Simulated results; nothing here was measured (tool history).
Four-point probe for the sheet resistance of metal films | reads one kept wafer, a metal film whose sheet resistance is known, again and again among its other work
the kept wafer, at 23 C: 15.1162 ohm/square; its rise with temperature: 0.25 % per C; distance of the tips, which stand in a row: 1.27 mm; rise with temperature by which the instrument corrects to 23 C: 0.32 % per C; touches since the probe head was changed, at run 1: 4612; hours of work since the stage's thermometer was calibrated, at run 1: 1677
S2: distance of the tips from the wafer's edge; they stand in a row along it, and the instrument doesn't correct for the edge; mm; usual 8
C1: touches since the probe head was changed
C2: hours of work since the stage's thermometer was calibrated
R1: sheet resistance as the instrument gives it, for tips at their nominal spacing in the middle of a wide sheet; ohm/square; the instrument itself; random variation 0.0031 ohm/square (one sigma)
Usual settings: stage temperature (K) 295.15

Run 1, hour 0.0: usual settings; C1 4612; C2 1677. Result: R1 15.340163 ohm/square.
Run 2, hour 17.5: usual settings; C1 4922; C2 1687. Result: R1 15.334090 ohm/square.
Run 3, hour 33.4: usual settings; C1 5206; C2 1696. Result: R1 15.336340 ohm/square.
Run 4, hour 51.0: usual settings; C1 5518; C2 1707. Result: R1 15.336909 ohm/square.
Run 5, hour 67.0: usual settings but S2 4 mm; C1 5803; C2 1716. Result: R1 15.905418 ohm/square.
Run 6, hour 92.3: usual settings but S2 4 mm; C1 6253; C2 1731. Result: R1 15.908038 ohm/square.
Run 7, hour 104.6: usual settings but S2 4 mm; C1 6472; C2 1738. Result: R1 15.902663 ohm/square.
Run 8, hour 125.6: usual settings; C1 6846; C2 1750. Result: R1 15.331591 ohm/square.
Run 9, hour 136.4: usual settings but stage temperature (K) 299.15; C1 7038; C2 1756. Result: R1 15.285202 ohm/square.
Run 10, hour 160.6: usual settings but stage temperature (K) 299.15; C1 7468; C2 1770. Result: R1 15.294511 ohm/square.
Run 11, hour 172.7: usual settings but stage temperature (K) 299.15; C1 7682; C2 1777. Result: R1 15.287826 ohm/square.
Run 12, hour 186.5: usual settings but stage temperature (K) 299.15; C1 7929; C2 1786. Result: R1 15.284344 ohm/square.
Run 13, hour 200.8: usual settings but stage temperature (K) 302.15, S2 7 mm; C1 8183; C2 1794. Result: R1 15.318729 ohm/square.
Run 14, hour 219.9: usual settings but stage temperature (K) 293.15; C1 8523; C2 1805. Result: R1 15.355544 ohm/square.
Run 15, hour 243.4: usual settings but stage temperature (K) 293.15; C1 8940; C2 1819. Result: R1 15.350095 ohm/square.
At hour 245.4: stage's thermometer calibrated.
Run 16, hour 261.5: usual settings but S2 6 mm; C1 9254; C2 9. Result: R1 15.462412 ohm/square.
Run 17, hour 280.6: usual settings but S2 6 mm; C1 9593; C2 20. Result: R1 15.468875 ohm/square.
Run 18, hour 296.4: usual settings but S2 6 mm; C1 9875; C2 30. Result: R1 15.463574 ohm/square.
Run 19, hour 321.6: usual settings but S2 6 mm; C1 10322; C2 44. Result: R1 15.461027 ohm/square.
Run 20, hour 341.4: usual settings but S2 32 mm; C1 10674; C2 56. Result: R1 15.114029 ohm/square.
Run 21, hour 364.7: usual settings but stage temperature (K) 305.15, S2 13 mm; C1 11088; C2 69. Result: R1 15.077105 ohm/square.

Forecast run 22:
Run 22, hour 377.3: usual settings but stage temperature (K) 302.15, S2 4 mm; C1 11314; C2 77. Result: R1 ?.

Run 22 gave R1 15.804820 ohm/square.
Without the tool's hidden state the same run would have given R1 15.827644 ohm/square.

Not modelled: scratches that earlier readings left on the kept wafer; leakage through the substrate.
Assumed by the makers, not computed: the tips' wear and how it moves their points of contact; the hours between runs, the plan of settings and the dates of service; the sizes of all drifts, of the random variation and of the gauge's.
